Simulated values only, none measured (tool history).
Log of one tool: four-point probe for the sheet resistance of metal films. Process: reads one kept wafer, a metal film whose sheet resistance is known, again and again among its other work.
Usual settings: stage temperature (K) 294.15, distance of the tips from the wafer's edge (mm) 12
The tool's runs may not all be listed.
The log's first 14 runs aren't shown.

run,hour,stage temperature (K),distance of the tips from the wafer's edge (mm),touches since the probe head was changed,hours of work since the stage's thermometer was calibrated,sheet resistance as the instrument gives it (ohm/square)
15,661.3,294.15,37,9354,1775,0.031753
16,727.7,294.15,52,11965,1809,0.031740
17,764.5,294.15,52,13411,1827,0.031731
18,838.3,294.15,52,16314,1864,0.031712
19,911.0,294.15,52,19173,1901,0.031713
20,941.6,294.15,52,20378,1916,0.031722
21,1008.0,294.15,12,22985,1950,0.031823
22,1052.2,298.15,37,24723,1972,0.031710
23,1120.6,293.15,34,27416,2006,0.031695
24,1153.1,295.15,6,28691,2023,0.032152
25,1209.3,307.15,5,30902,2051,0.032371
26,1270.7,298.15,33,33315,2082,0.031695
27,1321.2,298.15,9,35304,2107,0.031888
28,1363.4,301.15,9,36963,2128,0.031872
29,1411.2,293.15,3,38842,2152,0.033443
30,1446.4,293.15,3,40226,2170,0.033430

Forecast run 31:
31,1482.1,301.15,32,41627,2188,?

Run 31 gave sheet resistance as the instrument gives it (ohm/square) 0.031676.
Without the tool's hidden state the same run would have given sheet resistance as the instrument gives it (ohm/square) 0.031822.
